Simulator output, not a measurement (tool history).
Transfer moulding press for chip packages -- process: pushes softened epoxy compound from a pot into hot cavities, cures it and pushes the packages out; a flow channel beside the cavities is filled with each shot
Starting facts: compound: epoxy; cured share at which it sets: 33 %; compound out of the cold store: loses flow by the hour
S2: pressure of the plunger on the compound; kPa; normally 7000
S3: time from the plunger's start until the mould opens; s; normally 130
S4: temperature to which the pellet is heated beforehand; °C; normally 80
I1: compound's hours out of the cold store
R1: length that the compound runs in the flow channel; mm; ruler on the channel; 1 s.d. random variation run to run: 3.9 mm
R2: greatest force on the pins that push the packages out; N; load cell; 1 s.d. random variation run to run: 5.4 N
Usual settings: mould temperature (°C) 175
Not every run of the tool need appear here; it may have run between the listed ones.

Run 1, hour 0: usual settings; I1 14.1. Result: R1 980 mm, R2 256 N.
At hour 21.8: cavities cleaned with cleaning compound and waxed.
At hour 34: plunger's sealing rings changed.
Run 2, hour 49.7: usual settings; I1 30. Result: R1 941 mm, R2 246 N.
At hour 78.3: cavities cleaned with cleaning compound and waxed.
Run 3, hour 96.5: usual settings; I1 15.8. Result: R1 1000 mm, R2 224 N.
Run 4, hour 125.9: usual settings; I1 9.2. Result: R1 1030 mm, R2 273 N.
At hour 130.6: cavities cleaned with cleaning compound and waxed.
Run 5, hour 157.4: usual settings but S4 84 °C; I1 42.4. Result: R1 873 mm, R2 234 N.
At hour 182.3: cavities cleaned with cleaning compound and waxed.
Run 6, hour 197.7: usual settings but S2 8380 kPa; I1 29. Result: R1 1008 mm, R2 219 N.
At hour 232.9: cavities cleaned with cleaning compound and waxed.
Run 7, hour 253.6: usual settings but S2 8380 kPa, S3 113 s; I1 31. Result: R1 987 mm, R2 287 N.
At hour 285.9: cavities cleaned with cleaning compound and waxed.
Run 8, hour 296.3: usual settings; I1 42.8. Result: R1 856 mm, R2 191 N.
At hour 336.8: cavities cleaned with cleaning compound and waxed.
At hour 345.7: plunger's sealing rings changed.
Run 9, hour 345.7: usual settings but S2 8760 kPa, S4 82 °C; I1 21.5. Result: R1 1100 mm, R2 206 N.
At hour 393.4: cavities cleaned with cleaning compound and waxed.
Run 10, hour 397.2: usual settings but mould temperature (°C) 181, S2 8440 kPa, S4 87 °C; I1 15.8. Result: R1 1062 mm, R2 170 N.
At hour 417.7: mould's thermocouples calibrated.
Run 11, hour 422.7: usual settings but mould temperature (°C) 181, S2 8440 kPa, S4 87 °C; I1 20. Result: R1 1045 mm, R2 219 N.
At hour 447.6: cavities cleaned with cleaning compound and waxed.
Run 12, hour 474.2: usual settings but mould temperature (°C) 182, S2 5920 kPa, S3 146 s, S4 87 °C; I1 23.1. Result: R1 855 mm, R2 206 N.
At hour 497.5: cavities cleaned with cleaning compound and waxed.
Run 13, hour 506.9: usual settings but mould temperature (°C) 182, S2 7760 kPa, S3 141 s, S4 87 °C; I1 11.9. Result: R1 1028 mm, R2 168 N.
At hour 551.4: cavities cleaned with cleaning compound and waxed.
Run 14, hour 565.1: usual settings but mould temperature (°C) 182, S2 7760 kPa, S3 141 s, S4 87 °C; I1 15.1. Result: R1 998 mm, R2 193 N.
At hour 604.3: cavities cleaned with cleaning compound and waxed.
Run 15, hour 608.4: usual settings but mould temperature (°C) 174, S4 88 °C; I1 10.4. Result: R1 998 mm, R2 216 N.

Predict each of these 3 candidate next runs independently; none follows another, all start after run 15:
Run A, hour 648: usual settings but mould temperature (°C) 169, S4 88 °C; I1 42.5. Result: R1 ?, R2 ?.
Run B, hour 648: usual settings but S2 6930 kPa, S3 116 s, S4 75 °C; I1 37.3. Result: R1 ?, R2 ?.
Run C, hour 648: usual settings but mould temperature (°C) 167, S4 83 °C; I1 41.8. Result: R1 ?, R2 ?.

run   R1   R2
  A  881  370
  B  872  310
  C  889  446
Had the tool no hidden state, the same runs would have come out as:
run   R1   R2
  A  915  256
  B  906  214
  C  924  311
